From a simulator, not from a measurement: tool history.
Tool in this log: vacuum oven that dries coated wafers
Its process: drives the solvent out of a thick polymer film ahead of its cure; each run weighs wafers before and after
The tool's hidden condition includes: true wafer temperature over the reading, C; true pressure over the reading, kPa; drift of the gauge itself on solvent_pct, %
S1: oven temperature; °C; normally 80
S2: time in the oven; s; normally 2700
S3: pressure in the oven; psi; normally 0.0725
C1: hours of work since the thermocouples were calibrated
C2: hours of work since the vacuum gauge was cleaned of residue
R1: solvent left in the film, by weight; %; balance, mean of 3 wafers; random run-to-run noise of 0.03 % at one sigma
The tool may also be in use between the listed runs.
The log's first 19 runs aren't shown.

run	day	S1	S2	S3	C1	C2	R1
20	9.396	80	2040	0.0725	50	173	2.72
21	9.717	80	2040	0.0725	55	178	2.71
22	9.992	67	2700	0.0725	59	182	5.24
23	10.596	67	2700	0.0725	67	190	5.39
24	10.9	67	2700	0.0725	71	194	5.29
25	11.225	67	2700	0.0725	76	199	5.32
26	11.504	85	2700	0.0538	80	203	0.93
27	12.104	72	2700	0.0538	88	211	3.45
28	12.446	79	2700	0.0769	93	216	2.04
29	13	79	4680	0.0859	101	224	1.16
30	13.308	79	4680	0.0859	105	228	1.16
31	13.712	66	4140	0.2695	111	234	7.03

Expected results for the next run?
32	14.154	66	4140	0.2695	117	240	?

R1: 7.14 %
Had the tool carried no hidden state, the very same run would have given R1 7.13 %.
